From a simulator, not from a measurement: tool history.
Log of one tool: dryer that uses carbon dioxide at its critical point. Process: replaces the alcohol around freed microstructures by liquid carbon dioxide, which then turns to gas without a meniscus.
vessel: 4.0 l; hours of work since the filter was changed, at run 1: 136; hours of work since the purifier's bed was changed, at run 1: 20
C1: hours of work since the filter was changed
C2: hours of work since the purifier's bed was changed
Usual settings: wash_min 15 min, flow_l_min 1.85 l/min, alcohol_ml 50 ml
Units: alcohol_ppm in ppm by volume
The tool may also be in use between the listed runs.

Run 1, day 0: usual settings; C1 136; C2 20. Result: alcohol_ppm 112 ppm by volume.
Run 2, day 0.312: usual settings but wash_min 23 min; C1 142; C2 26. Result: alcohol_ppm 13 ppm by volume.
Run 3, day 0.9: usual settings; C1 152; C2 36. Result: alcohol_ppm 131 ppm by volume.
Run 4, day 1.308: usual settings; C1 160; C2 43. Result: alcohol_ppm 121 ppm by volume.
Run 5, day 1.567: usual settings but alcohol_ml 107 ml; C1 164; C2 48. Result: alcohol_ppm 255 ppm by volume.
Run 6, day 1.938: usual settings but flow_l_min 2.21 l/min; C1 171; C2 54. Result: alcohol_ppm 61 ppm by volume.
Run 7, day 2.454: usual settings but flow_l_min 2.21 l/min; C1 180; C2 64. Result: alcohol_ppm 60 ppm by volume.
Run 8, day 2.758: usual settings but flow_l_min 2.21 l/min; C1 185; C2 69. Result: alcohol_ppm 63 ppm by volume.
Run 9, day 3.083: usual settings but flow_l_min 2.21 l/min; C1 191; C2 75. Result: alcohol_ppm 70 ppm by volume.
Run 10, day 3.629: usual settings; C1 201; C2 84. Result: alcohol_ppm 143 ppm by volume.
Run 11, day 3.996: usual settings; C1 207; C2 91. Result: alcohol_ppm 138 ppm by volume.
Run 12, day 4.471: usual settings; C1 216; C2 99. Result: alcohol_ppm 147 ppm by volume.
Run 13, day 4.717: usual settings; C1 220; C2 104. Result: alcohol_ppm 159 ppm by volume.
Run 14, day 5.15: usual settings; C1 228; C2 111. Result: alcohol_ppm 147 ppm by volume.
Run 15, day 5.458: usual settings but wash_min 18 min, flow_l_min 1.71 l/min, alcohol_ml 80 ml; C1 233; C2 117. Result: alcohol_ppm 152 ppm by volume.

Forecast each of these 5 alternatives for the next run:
Run A, day 5.742: usual settings but flow_l_min 1.88 l/min; C1 238; C2 122. Result: alcohol_ppm ?.
Run B, day 5.742: usual settings but wash_min 18 min, flow_l_min 1.71 l/min, alcohol_ml 30 ml; C1 238; C2 122. Result: alcohol_ppm ?.
Run C, day 5.742: usual settings but wash_min 21 min, flow_l_min 1.71 l/min, alcohol_ml 99 ml; C1 238; C2 122. Result: alcohol_ppm ?.
Run D, day 5.742: usual settings but wash_min 13 min, flow_l_min 2.49 l/min, alcohol_ml 80 ml; C1 238; C2 122. Result: alcohol_ppm ?.
Run E, day 5.742: usual settings but wash_min 12 min, flow_l_min 1.99 l/min, alcohol_ml 20 ml; C1 238; C2 122. Result: alcohol_ppm ?.

run  alcohol_ppm
  A          148
  B           87
  C           98
  D          117
  E          126
Without the tool's hidden state the same runs would have given:
run  alcohol_ppm
  A           74
  B           40
  C           38
  D           53
  E           67
